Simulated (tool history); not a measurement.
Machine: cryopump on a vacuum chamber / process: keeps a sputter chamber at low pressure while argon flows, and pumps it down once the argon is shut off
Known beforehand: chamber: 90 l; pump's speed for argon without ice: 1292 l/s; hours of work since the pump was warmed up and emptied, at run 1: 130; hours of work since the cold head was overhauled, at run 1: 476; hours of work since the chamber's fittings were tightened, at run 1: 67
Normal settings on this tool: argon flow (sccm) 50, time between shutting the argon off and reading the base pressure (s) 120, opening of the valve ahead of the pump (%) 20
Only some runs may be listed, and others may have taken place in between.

| run | day | argon flow (sccm) | time between shutting the argon off and reading the base pressure (s) | opening of the valve ahead of the pump (%) | hours of work since the pump was warmed up and emptied | hours of work since the cold head was overhauled | hours of work since the chamber's fittings were tightened | pressure while argon flows (Pa) | pressure after the wait (uPa) |
|---|---|---|---|---|---|---|---|---|---|
| 1 | 0 | 50 | 120 | 20 | 130 | 476 | 67 | 0.3345 | 1.18 |
| 2 | 1.9 | 50 | 120 | 20 | 151 | 497 | 88 | 0.337 | 1.24 |
| 3 | 3.175 | 50 | 120 | 20 | 165 | 511 | 102 | 0.3377 | 1.28 |
| 4 | 4.892 | 50 | 120 | 20 | 184 | 530 | 121 | 0.3372 | 1.34 |
| 5 | 5.879 | 50 | 120 | 48 | 195 | 541 | 132 | 0.1479 | 1.31 |
| 6 | 7.812 | 50 | 120 | 57 | 217 | 563 | 154 | 0.1301 | 1.36 |
| 7 | 9.404 | 50 | 120 | 20 | 234 | 580 | 171 | 0.3392 | 1.46 |
| 8 | 11.15 | 50 | 120 | 19 | 254 | 600 | 191 | 0.3644 | 1.54 |
| 9 | 12.821 | 50 | 299 | 20 | 272 | 618 | 209 | 0.3428 | 1.06 |
| 10 | 14.338 | 50 | 120 | 20 | 289 | 635 | 226 | 0.3477 | 1.58 |
| 11 | 16.246 | 50 | 120 | 20 | 310 | 656 | 247 | 0.3458 | 1.68 |
| 12 | 17.329 | 50 | 120 | 20 | 322 | 668 | 259 | 0.3489 | 1.7 |
|  | 17.704 | pump warmed up, emptied and cooled again |
| 13 | 18.942 | 50 | 120 | 20 | 14 | 684 | 275 | 0.3306 | 1.52 |
| 14 | 20.092 | 50 | 120 | 20 | 27 | 697 | 288 | 0.3295 | 1.52 |
| 15 | 21.362 | 50 | 120 | 20 | 41 | 711 | 302 | 0.3297 | 1.63 |
| 16 | 22.604 | 50 | 120 | 20 | 54 | 725 | 316 | 0.3301 | 1.62 |
| 17 | 23.862 | 50 | 120 | 20 | 68 | 739 | 330 | 0.3341 | 1.59 |
| 18 | 25.688 | 50 | 120 | 20 | 89 | 759 | 350 | 0.3346 | 1.7 |
| 19 | 27.621 | 50 | 120 | 52 | 110 | 780 | 371 | 0.1324 | 1.75 |
| 20 | 29.317 | 50 | 120 | 52 | 129 | 799 | 390 | 0.1327 | 1.87 |
| 21 | 31.229 | 39 | 120 | 23 | 150 | 821 | 412 | 0.2285 | 1.86 |
| 22 | 32.75 | 62 | 59 | 28 | 167 | 837 | 428 | 0.3014 | 2.76 |
| 23 | 34.342 | 31 | 41 | 18 | 185 | 855 | 446 | 0.232 | 3.53 |
| 24 | 35.621 | 22 | 120 | 20 | 199 | 869 | 460 | 0.1501 | 2 |
| 25 | 36.925 | 22 | 120 | 20 | 214 | 884 | 475 | 0.1503 | 2.03 |
| 26 | 37.904 | 22 | 120 | 20 | 224 | 895 | 486 | 0.1492 | 2.08 |
| 27 | 39.142 | 22 | 120 | 20 | 238 | 908 | 499 | 0.1506 | 2.15 |
| 28 | 40.504 | 21 | 120 | 38 | 253 | 924 | 515 | 0.079 | 2.13 |
| 29 | 42.058 | 21 | 120 | 38 | 271 | 941 | 532 | 0.0798 | 2.22 |
| 30 | 43.912 | 21 | 120 | 38 | 291 | 962 | 552 | 0.0807 | 2.3 |
| 31 | 45.579 | 73 | 126 | 38 | 310 | 980 | 571 | 0.2785 | 2.37 |
|  | 47.025 | pump warmed up, emptied and cooled again |
| 32 | 47.404 | 24 | 106 | 60 | 4 | 998 | 589 | 0.0534 | 2.15 |
| 33 | 48.533 | 24 | 106 | 60 | 17 | 1011 | 601 | 0.054 | 2.22 |
| 34 | 50.133 | 24 | 106 | 60 | 35 | 1028 | 619 | 0.0536 | 2.24 |

Here are 4 independent what-if runs from the current tool condition. What would each one return?
| A | 52.004 | 50 | 69 | 20 | 55 | 1049 | 640 | ? | ? |
| B | 52.004 | 23 | 106 | 60 | 55 | 1049 | 640 | ? | ? |
| C | 52.004 | 50 | 120 | 18 | 55 | 1049 | 640 | ? | ? |
| D | 52.004 | 85 | 41 | 40 | 55 | 1049 | 640 | ? | ? |

| run | pressure while argon flows (Pa) | pressure after the wait (uPa) |
|---|---|---|
| A | 0.3316 | 2.75 |
| B | 0.0516 | 2.27 |
| C | 0.3679 | 2.13 |
| D | 0.2846 | 3.76 |
Stripped of hidden state, with their random variation kept, the same runs would have yielded:
| run | pressure while argon flows (Pa) | pressure after the wait (uPa) |
|---|---|---|
| A | 0.3276 | 1.63 |
| B | 0.0498 | 1.11 |
| C | 0.3639 | 0.99 |
| D | 0.2778 | 2.59 |

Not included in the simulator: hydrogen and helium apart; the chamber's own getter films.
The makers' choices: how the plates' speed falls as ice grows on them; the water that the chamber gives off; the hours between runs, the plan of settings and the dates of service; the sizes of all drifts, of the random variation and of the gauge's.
